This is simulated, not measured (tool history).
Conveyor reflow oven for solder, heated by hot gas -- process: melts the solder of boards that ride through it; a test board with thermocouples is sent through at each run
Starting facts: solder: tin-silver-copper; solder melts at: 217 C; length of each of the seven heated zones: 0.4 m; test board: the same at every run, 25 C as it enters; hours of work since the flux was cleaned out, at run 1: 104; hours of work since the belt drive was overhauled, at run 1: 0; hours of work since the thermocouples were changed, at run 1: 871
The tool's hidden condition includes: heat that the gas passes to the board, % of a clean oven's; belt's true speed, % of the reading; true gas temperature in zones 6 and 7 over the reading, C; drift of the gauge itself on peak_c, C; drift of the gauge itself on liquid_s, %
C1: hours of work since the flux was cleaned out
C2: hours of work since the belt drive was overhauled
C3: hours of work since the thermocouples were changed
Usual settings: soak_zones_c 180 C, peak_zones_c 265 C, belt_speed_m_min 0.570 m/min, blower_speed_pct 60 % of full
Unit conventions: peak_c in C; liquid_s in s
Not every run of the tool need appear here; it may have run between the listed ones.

{"run": 1, "hour": 0.0, "soak_zones_c": 180, "peak_zones_c": 265, "belt_speed_m_min": 0.57, "blower_speed_pct": 60, "C1": 104, "C2": 0, "C3": 871, "peak_c": 251.5, "liquid_s": 65.6}
{"run": 2, "hour": 25.9, "soak_zones_c": 180, "peak_zones_c": 265, "belt_speed_m_min": 0.57, "blower_speed_pct": 60, "C1": 118, "C2": 14, "C3": 885, "peak_c": 251.8, "liquid_s": 66.0}
{"run": 3, "hour": 87.4, "soak_zones_c": 180, "peak_zones_c": 257, "belt_speed_m_min": 0.57, "blower_speed_pct": 60, "C1": 152, "C2": 49, "C3": 919, "peak_c": 244.2, "liquid_s": 59.3}
{"run": 4, "hour": 114.7, "soak_zones_c": 180, "peak_zones_c": 257, "belt_speed_m_min": 0.57, "blower_speed_pct": 60, "C1": 167, "C2": 64, "C3": 934, "peak_c": 243.7, "liquid_s": 59.5}
{"run": 5, "hour": 162.6, "soak_zones_c": 171, "peak_zones_c": 257, "belt_speed_m_min": 0.57, "blower_speed_pct": 60, "C1": 194, "C2": 90, "C3": 961, "peak_c": 242.3, "liquid_s": 54.3}
{"hour": 215.6, "done": "flux residue cleaned out of gas plates and filters"}
{"run": 6, "hour": 220.6, "soak_zones_c": 180, "peak_zones_c": 265, "belt_speed_m_min": 0.57, "blower_speed_pct": 78, "C1": 3, "C2": 120, "C3": 991, "peak_c": 253.8, "liquid_s": 68.7}
{"run": 7, "hour": 265.3, "soak_zones_c": 180, "peak_zones_c": 265, "belt_speed_m_min": 0.548, "blower_speed_pct": 78, "C1": 28, "C2": 145, "C3": 1015, "peak_c": 254.2, "liquid_s": 72.5}

Forecast run 8:
{"run": 8, "hour": 325.5, "soak_zones_c": 180, "peak_zones_c": 273, "belt_speed_m_min": 0.57, "blower_speed_pct": 60, "C1": 61, "C2": 178, "C3": 1049, "peak_c": "?", "liquid_s": "?"}

{"run 8": {"peak_c": 258.5, "liquid_s": 71.3}}
Without the tool's hidden state the same run would have given peak_c 260.9 C, liquid_s 72.5 s.

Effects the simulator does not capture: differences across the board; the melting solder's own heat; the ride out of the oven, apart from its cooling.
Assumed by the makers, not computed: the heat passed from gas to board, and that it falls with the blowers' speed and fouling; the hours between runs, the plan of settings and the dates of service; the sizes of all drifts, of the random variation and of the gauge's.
